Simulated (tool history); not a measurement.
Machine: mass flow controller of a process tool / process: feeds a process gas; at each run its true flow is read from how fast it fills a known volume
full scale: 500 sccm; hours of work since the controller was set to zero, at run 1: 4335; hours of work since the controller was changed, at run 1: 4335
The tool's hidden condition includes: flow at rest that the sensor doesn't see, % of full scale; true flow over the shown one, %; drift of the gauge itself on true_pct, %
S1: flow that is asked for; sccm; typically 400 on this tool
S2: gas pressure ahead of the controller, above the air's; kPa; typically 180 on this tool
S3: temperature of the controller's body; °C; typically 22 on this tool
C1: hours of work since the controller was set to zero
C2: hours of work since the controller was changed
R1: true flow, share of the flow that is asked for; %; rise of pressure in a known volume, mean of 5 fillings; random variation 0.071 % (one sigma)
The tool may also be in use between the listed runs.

| run | hour | S1 | S2 | S3 | C1 | C2 | R1 |
|---|---|---|---|---|---|---|---|
| 1 | 0 | 400 | 180 | 22 | 4335 | 4335 | 99.62 |
| 2 | 501 | 400 | 180 | 22 | 4710 | 4710 | 99.44 |
| 3 | 985.6 | 400 | 180 | 22 | 5072 | 5072 | 99.41 |
|  | 1327.2 | controller's zero set anew |
| 4 | 1401.5 | 400 | 203 | 22 | 56 | 5382 | 99.14 |
| 5 | 1740.1 | 400 | 203 | 22 | 309 | 5635 | 99.05 |
| 6 | 2034.2 | 400 | 203 | 22 | 528 | 5855 | 99.15 |
| 7 | 2564 | 400 | 203 | 22 | 924 | 6251 | 98.92 |
| 8 | 2924 | 400 | 203 | 22 | 1193 | 6520 | 98.71 |
| 9 | 3275.7 | 400 | 180 | 26 | 1456 | 6782 | 99.03 |
| 10 | 3519.3 | 400 | 180 | 26 | 1638 | 6964 | 98.72 |
| 11 | 3975.4 | 400 | 180 | 22 | 1979 | 7305 | 98.63 |
| 12 | 4310.8 | 400 | 180 | 22 | 2229 | 7556 | 98.53 |
| 13 | 4712.4 | 400 | 180 | 26 | 2529 | 7856 | 98.71 |
| 14 | 5075.8 | 83 | 180 | 32 | 2801 | 8127 | 97.18 |
| 15 | 5468.2 | 400 | 148 | 31 | 3094 | 8421 | 98.85 |
| 16 | 5717.6 | 163 | 184 | 28 | 3280 | 8607 | 97.21 |
| 17 | 6020.7 | 151 | 170 | 24 | 3507 | 8833 | 97.11 |
| 18 | 6452.8 | 151 | 170 | 24 | 3830 | 9156 | 97.07 |
| 19 | 6709.4 | 151 | 170 | 24 | 4021 | 9348 | 97.1 |
| 20 | 7122.1 | 349 | 217 | 24 | 4330 | 9656 | 97.62 |
| 21 | 7430.1 | 186 | 181 | 24 | 4560 | 9886 | 96.92 |
| 22 | 7868.3 | 186 | 181 | 31 | 4887 | 10214 | 97.02 |
|  | 7953.6 | controller exchanged for a calibrated one |
| 23 | 8181 | 186 | 181 | 31 | 170 | 170 | 96.98 |
| 24 | 8484.6 | 478 | 172 | 27 | 397 | 397 | 98.14 |
| 25 | 8850 | 169 | 163 | 22 | 670 | 670 | 96.57 |
| 26 | 9364.3 | 494 | 163 | 29 | 1054 | 1054 | 98.25 |

Here are 4 independent what-if runs from the current tool condition. What would each one return?
| A | 9787.8 | 499 | 262 | 34 | 1370 | 1370 | ? |
| B | 9787.8 | 400 | 180 | 22 | 1370 | 1370 | ? |
| C | 9787.8 | 240 | 163 | 29 | 1370 | 1370 | ? |
| D | 9787.8 | 400 | 162 | 26 | 1370 | 1370 | ? |

| run | R1 |
|---|---|
| A | 97.74 |
| B | 97.35 |
| C | 96.92 |
| D | 97.48 |
With the hidden condition removed and each run's random variation left untouched, the same runs would have given:
| run | R1 |
|---|---|
| A | 99.9 |
| B | 99.51 |
| C | 99.06 |
| D | 99.64 |
